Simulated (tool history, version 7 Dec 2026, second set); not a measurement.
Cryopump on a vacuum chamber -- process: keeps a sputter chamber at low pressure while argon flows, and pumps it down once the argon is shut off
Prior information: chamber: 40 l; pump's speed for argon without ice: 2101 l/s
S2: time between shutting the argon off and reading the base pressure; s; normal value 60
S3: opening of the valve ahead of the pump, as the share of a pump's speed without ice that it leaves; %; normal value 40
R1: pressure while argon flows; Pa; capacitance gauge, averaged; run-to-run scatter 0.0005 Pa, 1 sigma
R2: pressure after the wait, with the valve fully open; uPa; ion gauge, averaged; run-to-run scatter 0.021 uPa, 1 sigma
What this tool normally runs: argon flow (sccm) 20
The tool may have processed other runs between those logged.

run 1 hour=0 | argon_flow_(sccm)=20 S2=60 S3=40 | R1=0.0412 R2=0.8
run 2 hour=13.5 | argon_flow_(sccm)=20 S2=60 S3=40 | R1=0.0415 R2=0.83
run 3 hour=24.9 | argon_flow_(sccm)=20 S2=60 S3=40 | R1=0.0405 R2=0.85
run 4 hour=37.2 | argon_flow_(sccm)=20 S2=60 S3=40 | R1=0.0412 R2=0.82
run 5 hour=59.5 | argon_flow_(sccm)=20 S2=21 S3=40 | R1=0.0409 R2=1.35
run 6 hour=75 | argon_flow_(sccm)=20 S2=60 S3=40 | R1=0.0405 R2=0.87
run 7 hour=94.6 | argon_flow_(sccm)=20 S2=60 S3=16 | R1=0.1018 R2=0.84
run 8 hour=117.1 | argon_flow_(sccm)=20 S2=60 S3=16 | R1=0.1023 R2=0.85
run 9 hour=130.7 | argon_flow_(sccm)=20 S2=60 S3=16 | R1=0.1021 R2=0.86
run 10 hour=154 | argon_flow_(sccm)=20 S2=38 S3=40 | R1=0.0416 R2=1.01
run 11 hour=179.8 | argon_flow_(sccm)=20 S2=38 S3=40 | R1=0.0421 R2=1.03
run 12 hour=197.2 | argon_flow_(sccm)=20 S2=38 S3=40 | R1=0.0422 R2=1.02
run 13 hour=222.7 | argon_flow_(sccm)=20 S2=60 S3=40 | R1=0.0409 R2=0.88
run 14 hour=235.5 | argon_flow_(sccm)=20 S2=60 S3=40 | R1=0.0422 R2=0.83
run 15 hour=262 | argon_flow_(sccm)=20 S2=60 S3=40 | R1=0.042 R2=0.9
run 16 hour=273.4 | argon_flow_(sccm)=20 S2=60 S3=40 | R1=0.0425 R2=0.87
run 17 hour=284.5 | argon_flow_(sccm)=20 S2=60 S3=40 | R1=0.0424 R2=0.85
run 18 hour=297.3 | argon_flow_(sccm)=17 S2=133 S3=54 | R1=0.0275 R2=0.77
run 19 hour=320.6 | argon_flow_(sccm)=17 S2=133 S3=54 | R1=0.0267 R2=0.76
run 20 hour=335.9 | argon_flow_(sccm)=17 S2=133 S3=54 | R1=0.0282 R2=0.74
run 21 hour=359.6 | argon_flow_(sccm)=17 S2=133 S3=54 | R1=0.0268 R2=0.8
-- hour=369.1 leaking fittings of the chamber tightened, without venting
run 22 hour=380.6 | argon_flow_(sccm)=21 S2=60 S3=23 | R1=0.0761 R2=0.43
run 23 hour=396.9 | argon_flow_(sccm)=21 S2=60 S3=23 | R1=0.0765 R2=0.44
run 24 hour=423.4 | argon_flow_(sccm)=21 S2=60 S3=23 | R1=0.0759 R2=0.4
run 25 hour=448.1 | argon_flow_(sccm)=21 S2=60 S3=23 | R1=0.0767 R2=0.46
run 26 hour=472.3 | argon_flow_(sccm)=21 S2=60 S3=23 | R1=0.0774 R2=0.44
run 27 hour=497.2 | argon_flow_(sccm)=18 S2=217 S3=40 | R1=0.0391 R2=0.27
run 28 hour=510.2 | argon_flow_(sccm)=18 S2=217 S3=40 | R1=0.0386 R2=0.26
run 29 hour=535.6 | argon_flow_(sccm)=16 S2=34 S3=36 | R1=0.0378 R2=0.65
run 30 hour=556.4 | argon_flow_(sccm)=20 S2=60 S3=57 | R1=0.0311 R2=0.51
run 31 hour=580.8 | argon_flow_(sccm)=13 S2=60 S3=28 | R1=0.04 R2=0.46
run 32 hour=602.3 | argon_flow_(sccm)=13 S2=60 S3=28 | R1=0.0403 R2=0.49
run 33 hour=613.6 | argon_flow_(sccm)=16 S2=165 S3=28 | R1=0.0498 R2=0.32
run 34 hour=633.6 | argon_flow_(sccm)=16 S2=165 S3=28 | R1=0.0493 R2=0.33

Below, some changes in R1 between adjacent runs. For each, the amount present without the hidden state too (settings, incoming material, random variation) and the amount remaining for the hidden state with gauge scatter not shared by both compared results:
The hidden state here: pump's speed, % of a pump's without ice; cold plate's temperature, K; leak into the chamber, uPa l/s; drift of the gauge itself on working_pa, %; drift of the gauge itself on base_upa, %.
Run 6 -> 7: S3 40 -> 16. R1 +0.0613 Pa: hidden state +0, all else +0.0613.
Run 9 -> 10: S2 60 -> 38, S3 16 -> 40. R1 -0.0605 Pa: hidden state +0.0001, all else -0.0606.
Run 21 -> 22: argon flow (sccm) 17 -> 21, S2 133 -> 60, S3 54 -> 23, leaking fittings of the chamber tightened, without venting. R1 +0.0493 Pa: hidden state +0.0006, all else +0.0487.
Run 29 -> 30: argon flow (sccm) 16 -> 20, S2 34 -> 60, S3 36 -> 57. R1 -0.0067 Pa: hidden state +0.0008, all else -0.0075.
Run 30 -> 31: argon flow (sccm) 20 -> 13, S3 57 -> 28. R1 +0.0089 Pa: hidden state -0.0011, all else +0.01.
